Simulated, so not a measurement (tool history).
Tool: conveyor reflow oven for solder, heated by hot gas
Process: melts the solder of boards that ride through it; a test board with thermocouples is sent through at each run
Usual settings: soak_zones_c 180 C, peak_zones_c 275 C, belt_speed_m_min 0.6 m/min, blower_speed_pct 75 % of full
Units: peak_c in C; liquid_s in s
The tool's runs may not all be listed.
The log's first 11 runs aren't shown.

{"hour": 513.0, "done": "flux residue cleaned out of gas plates and filters"}
{"run": 12, "hour": 520.2, "soak_zones_c": 180, "peak_zones_c": 275, "belt_speed_m_min": 0.6, "blower_speed_pct": 68, "peak_c": 253.5, "liquid_s": 46.8}
{"run": 13, "hour": 571.2, "soak_zones_c": 184, "peak_zones_c": 275, "belt_speed_m_min": 0.6, "blower_speed_pct": 68, "peak_c": 254.9, "liquid_s": 48.6}
{"run": 14, "hour": 627.8, "soak_zones_c": 180, "peak_zones_c": 275, "belt_speed_m_min": 0.692, "blower_speed_pct": 75, "peak_c": 250.7, "liquid_s": 37.7}
{"run": 15, "hour": 656.9, "soak_zones_c": 180, "peak_zones_c": 275, "belt_speed_m_min": 0.607, "blower_speed_pct": 75, "peak_c": 255.6, "liquid_s": 46.5}
{"run": 16, "hour": 707.0, "soak_zones_c": 180, "peak_zones_c": 275, "belt_speed_m_min": 0.607, "blower_speed_pct": 75, "peak_c": 256.3, "liquid_s": 47.8}
{"run": 17, "hour": 751.7, "soak_zones_c": 185, "peak_zones_c": 283, "belt_speed_m_min": 0.6, "blower_speed_pct": 56, "peak_c": 256, "liquid_s": 48.6}
{"run": 18, "hour": 780.8, "soak_zones_c": 185, "peak_zones_c": 283, "belt_speed_m_min": 0.494, "blower_speed_pct": 76, "peak_c": 270.1, "liquid_s": 68.1}
{"run": 19, "hour": 821.4, "soak_zones_c": 185, "peak_zones_c": 283, "belt_speed_m_min": 0.486, "blower_speed_pct": 76, "peak_c": 270.7, "liquid_s": 68.9}
{"run": 20, "hour": 864.2, "soak_zones_c": 185, "peak_zones_c": 264, "belt_speed_m_min": 0.6, "blower_speed_pct": 75, "peak_c": 248.1, "liquid_s": 43.9}
{"run": 21, "hour": 922.5, "soak_zones_c": 180, "peak_zones_c": 275, "belt_speed_m_min": 0.591, "blower_speed_pct": 78, "peak_c": 257.2, "liquid_s": 49.7}

The next listed run, before its measurement:
{"run": 22, "hour": 953.9, "soak_zones_c": 180, "peak_zones_c": 275, "belt_speed_m_min": 0.664, "blower_speed_pct": 75, "peak_c": "?", "liquid_s": "?"}

{"run 22": {"peak_c": 251.7, "liquid_s": 41.2}}
Without the tool's hidden state the same run would have given peak_c 251.8 C, liquid_s 41.2 s.
